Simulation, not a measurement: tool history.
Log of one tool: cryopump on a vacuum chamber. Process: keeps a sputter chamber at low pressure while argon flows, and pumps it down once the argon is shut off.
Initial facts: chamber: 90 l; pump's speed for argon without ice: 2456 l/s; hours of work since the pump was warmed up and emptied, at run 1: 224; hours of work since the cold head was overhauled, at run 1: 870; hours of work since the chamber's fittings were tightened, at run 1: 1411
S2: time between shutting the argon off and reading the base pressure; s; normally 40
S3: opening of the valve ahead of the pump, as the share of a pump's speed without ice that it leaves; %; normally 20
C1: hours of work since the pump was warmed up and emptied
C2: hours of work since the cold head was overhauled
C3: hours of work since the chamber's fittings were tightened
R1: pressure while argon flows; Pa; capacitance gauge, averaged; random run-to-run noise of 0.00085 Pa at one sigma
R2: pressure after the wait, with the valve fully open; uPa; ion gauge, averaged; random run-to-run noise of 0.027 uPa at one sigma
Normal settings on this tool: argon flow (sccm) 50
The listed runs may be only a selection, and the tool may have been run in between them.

{"run": 1, "hour": 0.0, "argon flow (sccm)": 50, "S2": 40, "S3": 20, "C1": 224, "C2": 870, "C3": 1411, "R1": 0.1772, "R2": 1.62}
{"run": 2, "hour": 27.1, "argon flow (sccm)": 50, "S2": 21, "S3": 20, "C1": 248, "C2": 894, "C3": 1435, "R1": 0.1762, "R2": 2.68}
{"run": 3, "hour": 64.0, "argon flow (sccm)": 50, "S2": 40, "S3": 20, "C1": 281, "C2": 927, "C3": 1467, "R1": 0.1775, "R2": 1.72}
{"run": 4, "hour": 100.0, "argon flow (sccm)": 50, "S2": 40, "S3": 20, "C1": 312, "C2": 959, "C3": 1499, "R1": 0.1798, "R2": 1.74}
{"run": 5, "hour": 125.0, "argon flow (sccm)": 50, "S2": 40, "S3": 20, "C1": 334, "C2": 981, "C3": 1521, "R1": 0.179, "R2": 1.77}
{"run": 6, "hour": 162.1, "argon flow (sccm)": 50, "S2": 40, "S3": 20, "C1": 367, "C2": 1013, "C3": 1554, "R1": 0.1803, "R2": 1.79}
{"run": 7, "hour": 189.8, "argon flow (sccm)": 50, "S2": 40, "S3": 20, "C1": 392, "C2": 1038, "C3": 1578, "R1": 0.1797, "R2": 1.79}
{"run": 8, "hour": 205.5, "argon flow (sccm)": 50, "S2": 40, "S3": 35, "C1": 405, "C2": 1052, "C3": 1592, "R1": 0.108, "R2": 1.79}
{"run": 9, "hour": 243.5, "argon flow (sccm)": 50, "S2": 40, "S3": 35, "C1": 439, "C2": 1085, "C3": 1625, "R1": 0.1088, "R2": 1.81}
{"run": 10, "hour": 268.1, "argon flow (sccm)": 50, "S2": 40, "S3": 35, "C1": 461, "C2": 1107, "C3": 1647, "R1": 0.1107, "R2": 1.8}
{"run": 11, "hour": 294.6, "argon flow (sccm)": 50, "S2": 40, "S3": 35, "C1": 484, "C2": 1130, "C3": 1670, "R1": 0.1087, "R2": 1.91}
{"run": 12, "hour": 320.0, "argon flow (sccm)": 50, "S2": 40, "S3": 35, "C1": 506, "C2": 1153, "C3": 1693, "R1": 0.1113, "R2": 1.93}
{"run": 13, "hour": 352.4, "argon flow (sccm)": 50, "S2": 40, "S3": 35, "C1": 535, "C2": 1181, "C3": 1721, "R1": 0.1108, "R2": 2.01}
{"run": 14, "hour": 378.7, "argon flow (sccm)": 50, "S2": 72, "S3": 18, "C1": 558, "C2": 1204, "C3": 1745, "R1": 0.2047, "R2": 1.44}
{"run": 15, "hour": 399.5, "argon flow (sccm)": 50, "S2": 289, "S3": 19, "C1": 577, "C2": 1223, "C3": 1763, "R1": 0.1947, "R2": 1.02}
{"run": 16, "hour": 430.6, "argon flow (sccm)": 50, "S2": 54, "S3": 20, "C1": 604, "C2": 1250, "C3": 1791, "R1": 0.1874, "R2": 1.67}
{"hour": 471.9, "done": "pump warmed up, emptied and cooled again"}
{"run": 17, "hour": 471.9, "argon flow (sccm)": 63, "S2": 161, "S3": 22, "C1": 0, "C2": 1282, "C3": 1823, "R1": 0.1972, "R2": 0.96}
{"run": 18, "hour": 489.6, "argon flow (sccm)": 63, "S2": 161, "S3": 22, "C1": 16, "C2": 1298, "C3": 1838, "R1": 0.1981, "R2": 0.94}
{"run": 19, "hour": 507.4, "argon flow (sccm)": 63, "S2": 161, "S3": 22, "C1": 31, "C2": 1314, "C3": 1854, "R1": 0.2005, "R2": 1.02}
{"run": 20, "hour": 541.2, "argon flow (sccm)": 26, "S2": 111, "S3": 22, "C1": 61, "C2": 1343, "C3": 1884, "R1": 0.0822, "R2": 1.11}

Branching from run 20: 4 alternative next runs. What would each branch give?
{"run": "A", "hour": 569.9, "argon flow (sccm)": 36, "S2": 189, "S3": 44, "C1": 86, "C2": 1369, "C3": 1909, "R1": "?", "R2": "?"}
{"run": "B", "hour": 569.9, "argon flow (sccm)": 48, "S2": 166, "S3": 17, "C1": 86, "C2": 1369, "C3": 1909, "R1": "?", "R2": "?"}
{"run": "C", "hour": 569.9, "argon flow (sccm)": 29, "S2": 111, "S3": 49, "C1": 86, "C2": 1369, "C3": 1909, "R1": "?", "R2": "?"}
{"run": "D", "hour": 569.9, "argon flow (sccm)": 21, "S2": 40, "S3": 20, "C1": 86, "C2": 1369, "C3": 1909, "R1": "?", "R2": "?"}

run=A R1=0.0578 R2=0.94
run=B R1=0.1956 R2=0.94
run=C R1=0.0411 R2=1.11
run=D R1=0.0731 R2=1.84
What these runs would have given with no unlogged condition in the tool:
run=A R1=0.0563 R2=0.36
run=B R1=0.1936 R2=0.35
run=C R1=0.0399 R2=0.53
run=D R1=0.0722 R2=1.25
